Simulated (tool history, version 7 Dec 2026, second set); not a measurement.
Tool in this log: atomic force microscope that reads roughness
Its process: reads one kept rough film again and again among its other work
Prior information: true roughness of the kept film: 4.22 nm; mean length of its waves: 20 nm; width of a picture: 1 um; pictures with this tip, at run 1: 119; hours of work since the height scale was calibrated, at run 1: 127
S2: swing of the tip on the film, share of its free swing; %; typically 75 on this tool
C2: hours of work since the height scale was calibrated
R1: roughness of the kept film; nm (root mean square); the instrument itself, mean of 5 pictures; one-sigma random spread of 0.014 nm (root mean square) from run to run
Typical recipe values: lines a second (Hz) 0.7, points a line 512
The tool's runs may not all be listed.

{"run": 1, "day": 0.0, "lines a second (Hz)": 0.7, "S2": 75, "points a line": 512, "pictures with this tip": 119, "C2": 127, "R1": 2.773}
{"run": 2, "day": 0.233, "lines a second (Hz)": 0.7, "S2": 75, "points a line": 512, "pictures with this tip": 128, "C2": 131, "R1": 2.756}
{"run": 3, "day": 0.608, "lines a second (Hz)": 0.7, "S2": 75, "points a line": 512, "pictures with this tip": 144, "C2": 137, "R1": 2.716}
{"run": 4, "day": 0.917, "lines a second (Hz)": 0.7, "S2": 75, "points a line": 512, "pictures with this tip": 156, "C2": 142, "R1": 2.707}
{"run": 5, "day": 1.288, "lines a second (Hz)": 0.7, "S2": 73, "points a line": 512, "pictures with this tip": 171, "C2": 149, "R1": 2.628}
{"run": 6, "day": 1.679, "lines a second (Hz)": 0.7, "S2": 73, "points a line": 512, "pictures with this tip": 187, "C2": 155, "R1": 2.59}
{"run": 7, "day": 1.85, "lines a second (Hz)": 0.7, "S2": 73, "points a line": 512, "pictures with this tip": 194, "C2": 158, "R1": 2.596}
{"run": 8, "day": 2.083, "lines a second (Hz)": 0.7, "S2": 73, "points a line": 512, "pictures with this tip": 204, "C2": 162, "R1": 2.542}
{"run": 9, "day": 2.275, "lines a second (Hz)": 0.7, "S2": 74, "points a line": 512, "pictures with this tip": 212, "C2": 165, "R1": 2.507}
{"run": 10, "day": 2.533, "lines a second (Hz)": 0.7, "S2": 74, "points a line": 512, "pictures with this tip": 222, "C2": 169, "R1": 2.483}
{"run": 11, "day": 2.921, "lines a second (Hz)": 0.7, "S2": 74, "points a line": 512, "pictures with this tip": 238, "C2": 176, "R1": 2.44}
{"run": 12, "day": 3.304, "lines a second (Hz)": 0.7, "S2": 74, "points a line": 512, "pictures with this tip": 254, "C2": 182, "R1": 2.394}
{"run": 13, "day": 3.517, "lines a second (Hz)": 0.7, "S2": 74, "points a line": 512, "pictures with this tip": 263, "C2": 186, "R1": 2.372}
{"run": 14, "day": 3.792, "lines a second (Hz)": 0.7, "S2": 74, "points a line": 512, "pictures with this tip": 274, "C2": 191, "R1": 2.351}
{"run": 15, "day": 4.096, "lines a second (Hz)": 0.7, "S2": 74, "points a line": 512, "pictures with this tip": 286, "C2": 196, "R1": 2.342}
{"run": 16, "day": 4.308, "lines a second (Hz)": 0.7, "S2": 74, "points a line": 512, "pictures with this tip": 295, "C2": 199, "R1": 2.326}
{"run": 17, "day": 4.542, "lines a second (Hz)": 0.7, "S2": 75, "points a line": 512, "pictures with this tip": 305, "C2": 203, "R1": 2.295}
{"run": 18, "day": 4.717, "lines a second (Hz)": 0.7, "S2": 61, "points a line": 512, "pictures with this tip": 312, "C2": 206, "R1": 2.335}
{"run": 19, "day": 4.908, "lines a second (Hz)": 0.7, "S2": 61, "points a line": 512, "pictures with this tip": 320, "C2": 209, "R1": 2.314}
{"run": 20, "day": 5.283, "lines a second (Hz)": 0.7, "S2": 75, "points a line": 512, "pictures with this tip": 335, "C2": 216, "R1": 2.193}
{"day": 5.412, "done": "new tip fitted"}
{"run": 21, "day": 5.533, "lines a second (Hz)": 0.7, "S2": 75, "points a line": 512, "pictures with this tip": 5, "C2": 219, "R1": 3.214}
{"run": 22, "day": 5.729, "lines a second (Hz)": 0.7, "S2": 75, "points a line": 512, "pictures with this tip": 13, "C2": 223, "R1": 3.162}
{"run": 23, "day": 6.038, "lines a second (Hz)": 0.7, "S2": 56, "points a line": 512, "pictures with this tip": 25, "C2": 228, "R1": 3.248}
{"run": 24, "day": 6.221, "lines a second (Hz)": 0.7, "S2": 75, "points a line": 512, "pictures with this tip": 33, "C2": 231, "R1": 3.105}
{"run": 25, "day": 6.546, "lines a second (Hz)": 0.7, "S2": 75, "points a line": 301, "pictures with this tip": 46, "C2": 236, "R1": 2.987}
{"run": 26, "day": 6.904, "lines a second (Hz)": 0.7, "S2": 75, "points a line": 301, "pictures with this tip": 61, "C2": 242, "R1": 2.952}
{"run": 27, "day": 7.158, "lines a second (Hz)": 0.7, "S2": 75, "points a line": 301, "pictures with this tip": 71, "C2": 247, "R1": 2.896}
{"run": 28, "day": 7.325, "lines a second (Hz)": 3.929, "S2": 72, "points a line": 449, "pictures with this tip": 78, "C2": 249, "R1": 2.494}
{"run": 29, "day": 7.712, "lines a second (Hz)": 3.281, "S2": 71, "points a line": 467, "pictures with this tip": 94, "C2": 256, "R1": 2.519}
{"run": 30, "day": 7.996, "lines a second (Hz)": 0.7, "S2": 73, "points a line": 415, "pictures with this tip": 106, "C2": 261, "R1": 2.806}
{"run": 31, "day": 8.329, "lines a second (Hz)": 1.477, "S2": 63, "points a line": 527, "pictures with this tip": 119, "C2": 266, "R1": 2.759}
{"run": 32, "day": 8.512, "lines a second (Hz)": 1.477, "S2": 63, "points a line": 527, "pictures with this tip": 127, "C2": 269, "R1": 2.759}
{"run": 33, "day": 8.767, "lines a second (Hz)": 1.477, "S2": 63, "points a line": 527, "pictures with this tip": 137, "C2": 274, "R1": 2.715}
{"run": 34, "day": 8.933, "lines a second (Hz)": 1.477, "S2": 63, "points a line": 527, "pictures with this tip": 144, "C2": 276, "R1": 2.685}
{"run": 35, "day": 9.158, "lines a second (Hz)": 0.7, "S2": 67, "points a line": 570, "pictures with this tip": 153, "C2": 280, "R1": 2.708}
{"day": 9.229, "done": "height scale calibrated on a step standard"}
{"run": 36, "day": 9.367, "lines a second (Hz)": 0.7, "S2": 67, "points a line": 570, "pictures with this tip": 160, "C2": 2, "R1": 2.702}
{"run": 37, "day": 9.667, "lines a second (Hz)": 0.726, "S2": 57, "points a line": 526, "pictures with this tip": 172, "C2": 7, "R1": 2.687}
{"run": 38, "day": 9.85, "lines a second (Hz)": 0.726, "S2": 57, "points a line": 526, "pictures with this tip": 180, "C2": 10, "R1": 2.681}
{"run": 39, "day": 10.046, "lines a second (Hz)": 2.523, "S2": 69, "points a line": 861, "pictures with this tip": 188, "C2": 14, "R1": 2.407}
{"run": 40, "day": 10.408, "lines a second (Hz)": 1.482, "S2": 75, "points a line": 275, "pictures with this tip": 203, "C2": 20, "R1": 2.335}
{"run": 41, "day": 10.575, "lines a second (Hz)": 0.7, "S2": 66, "points a line": 512, "pictures with this tip": 210, "C2": 23, "R1": 2.559}
{"run": 42, "day": 10.846, "lines a second (Hz)": 0.7, "S2": 66, "points a line": 512, "pictures with this tip": 221, "C2": 27, "R1": 2.507}
{"day": 11.146, "done": "height scale calibrated on a step standard, once more"}
{"run": 43, "day": 11.267, "lines a second (Hz)": 1.639, "S2": 73, "points a line": 358, "pictures with this tip": 236, "C2": 2, "R1": 2.276}
{"run": 44, "day": 11.475, "lines a second (Hz)": 1.639, "S2": 73, "points a line": 358, "pictures with this tip": 245, "C2": 5, "R1": 2.25}
{"run": 45, "day": 11.767, "lines a second (Hz)": 1.639, "S2": 73, "points a line": 593, "pictures with this tip": 257, "C2": 10, "R1": 2.272}
{"run": 46, "day": 12.017, "lines a second (Hz)": 0.519, "S2": 63, "points a line": 396, "pictures with this tip": 267, "C2": 15, "R1": 2.409}
{"run": 47, "day": 12.183, "lines a second (Hz)": 0.7, "S2": 57, "points a line": 536, "pictures with this tip": 274, "C2": 17, "R1": 2.409}
{"run": 48, "day": 12.371, "lines a second (Hz)": 0.7, "S2": 57, "points a line": 536, "pictures with this tip": 281, "C2": 21, "R1": 2.403}
{"run": 49, "day": 12.725, "lines a second (Hz)": 1.128, "S2": 79, "points a line": 913, "pictures with this tip": 296, "C2": 26, "R1": 2.202}
{"run": 50, "day": 12.904, "lines a second (Hz)": 1.128, "S2": 67, "points a line": 913, "pictures with this tip": 303, "C2": 29, "R1": 2.294}
{"run": 51, "day": 13.104, "lines a second (Hz)": 1.128, "S2": 67, "points a line": 913, "pictures with this tip": 311, "C2": 33, "R1": 2.268}
{"run": 52, "day": 13.346, "lines a second (Hz)": 1.128, "S2": 67, "points a line": 912, "pictures with this tip": 321, "C2": 37, "R1": 2.217}

Difference, measured minus no-hidden-state, one row per run. Run-to-run variation is common to both terms; the gauge's own scatter need not be:
The tool's hidden condition here consists of: radius of the tip, nm; height scale over the true one, %; drift of the gauge itself on roughness_nm, %.
run=1 R1=-0.495
run=2 R1=-0.529
run=3 R1=-0.583
run=4 R1=-0.628
run=5 R1=-0.667
run=6 R1=-0.718
run=7 R1=-0.748
run=8 R1=-0.768
run=9 R1=-0.792
run=10 R1=-0.819
run=11 R1=-0.857
run=12 R1=-0.893
run=13 R1=-0.913
run=14 R1=-0.938
run=15 R1=-0.97
run=16 R1=-0.998
run=17 R1=-1.012
run=18 R1=-1.055
run=19 R1=-1.073
run=20 R1=-1.064
run=21 R1=-0.084
run=22 R1=-0.115
run=23 R1=-0.173
run=24 R1=-0.199
run=25 R1=-0.243
run=26 R1=-0.302
run=27 R1=-0.341
run=28 R1=-0.312
run=29 R1=-0.374
run=30 R1=-0.463
run=31 R1=-0.512
run=32 R1=-0.542
run=33 R1=-0.575
run=34 R1=-0.596
run=35 R1=-0.637
run=36 R1=-0.667
run=37 R1=-0.707
run=38 R1=-0.733
run=39 R1=-0.691
run=40 R1=-0.72
run=41 R1=-0.821
run=42 R1=-0.839
run=43 R1=-0.809
run=44 R1=-0.827
run=45 R1=-0.875
run=46 R1=-0.958
run=47 R1=-0.985
run=48 R1=-1.002
run=49 R1=-0.964
run=50 R1=-1.03
run=51 R1=-1.042
run=52 R1=-1.058

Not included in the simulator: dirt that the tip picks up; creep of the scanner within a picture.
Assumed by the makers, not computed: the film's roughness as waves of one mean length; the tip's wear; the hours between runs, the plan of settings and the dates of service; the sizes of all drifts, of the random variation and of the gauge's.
